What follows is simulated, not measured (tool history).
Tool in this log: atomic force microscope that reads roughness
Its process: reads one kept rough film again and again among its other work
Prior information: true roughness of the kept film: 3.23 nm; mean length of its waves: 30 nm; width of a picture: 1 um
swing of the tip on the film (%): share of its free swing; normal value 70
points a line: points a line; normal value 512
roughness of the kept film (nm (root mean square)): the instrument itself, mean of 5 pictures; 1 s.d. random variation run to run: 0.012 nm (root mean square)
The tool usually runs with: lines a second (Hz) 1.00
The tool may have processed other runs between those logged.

run   hour  lines a second (Hz)  swing of the tip on the film (%)  points a line  roughness of the kept film (nm (root mean square))
  1    0.0                 1.00                                70            512                                               2.842
  2   12.0                 1.00                                70            512                                               2.821
  3   25.0                 1.00                                70            512                                               2.814
  4   45.4                 1.00                                65            512                                               2.836
  5   58.9                 1.00                                65            512                                               2.825
  6   78.5                 1.00                                65            512                                               2.804
  7   94.4                 1.00                                65            512                                               2.782
  8  105.8                 1.00                                65            512                                               2.736
  9  123.1                 1.00                                65            512                                               2.766
 10  141.6                 1.00                                72            512                                               2.698
 11  153.1                 1.00                                70            512                                               2.664
     155.4  -- height scale calibrated on a step standard
 12  171.3                 1.00                                70            512                                               2.695
 13  191.3                 1.00                                70            512                                               2.688
     194.9  -- new tip fitted
 14  207.5                 1.00                                80            512                                               2.738
 15  219.2                 1.00                                80            512                                               2.723
 16  240.8                 1.00                                80            512                                               2.692
     252.2  -- height scale calibrated on a step standard, once more
 17  253.0                 1.00                                80            512                                               2.725
 18  263.0                 1.00                                80            512                                               2.695
 19  284.2                 1.00                                70            626                                               2.757
 20  294.2                 3.53                                70            512                                               2.462
 21  310.4                 3.44                                70            611                                               2.457
 22  323.0                 3.05                                70            721                                               2.491
 23  334.2                 3.05                                70            721                                               2.473
 24  347.1                 3.05                                70            721                                               2.471
 25  362.0                 1.00                                83            512                                               2.553
 26  377.5                 2.91                                70            933                                               2.451
 27  390.3                 2.91                                70            933                                               2.465
 28  404.8                 0.53                                70            701                                               2.751
     411.0  -- new tip fitted
 29  418.7                 0.94                                70            263                                               2.828
 30  440.9                 1.21                                68            620                                               2.809
 31  457.2                 0.75                                55            591                                               2.897
 32  474.0                 0.74                                78            423                                               2.763
 33  489.1                 0.74                                78            423                                               2.721
 34  509.7                 1.34                                80            452                                               2.585
 35  527.4                 1.34                                62            437                                               2.761
 36  537.1                 1.34                                88            367                                               2.441
 37  546.4                 0.52                                69            291                                               2.788
 38  556.0                 3.07                                73            512                                               2.383
 39  573.5                 0.88                                62            397                                               2.770
 40  590.9                 0.88                                62            285                                               2.724

What if the next run were any one of these 5? Each begins from the tool's condition after run 40:
  A  610.8                 1.46                                62            285                                                   ?
  B  610.8                 0.88                                64            285                                                   ?
  C  610.8                 0.79                                62            285                                                   ?
  D  610.8                 0.89                                67            340                                                   ?
  E  610.8                 2.23                                62            285                                                   ?

run  roughness of the kept film (nm (root mean square))
  A                                               2.660
  B                                               2.712
  C                                               2.706
  D                                               2.690
  E                                               2.606
With the hidden condition removed and each run's random variation left untouched, the same runs would have given:
run  roughness of the kept film (nm (root mean square))
  A                                               2.838
  B                                               2.892
  C                                               2.886
  D                                               2.869
  E                                               2.780

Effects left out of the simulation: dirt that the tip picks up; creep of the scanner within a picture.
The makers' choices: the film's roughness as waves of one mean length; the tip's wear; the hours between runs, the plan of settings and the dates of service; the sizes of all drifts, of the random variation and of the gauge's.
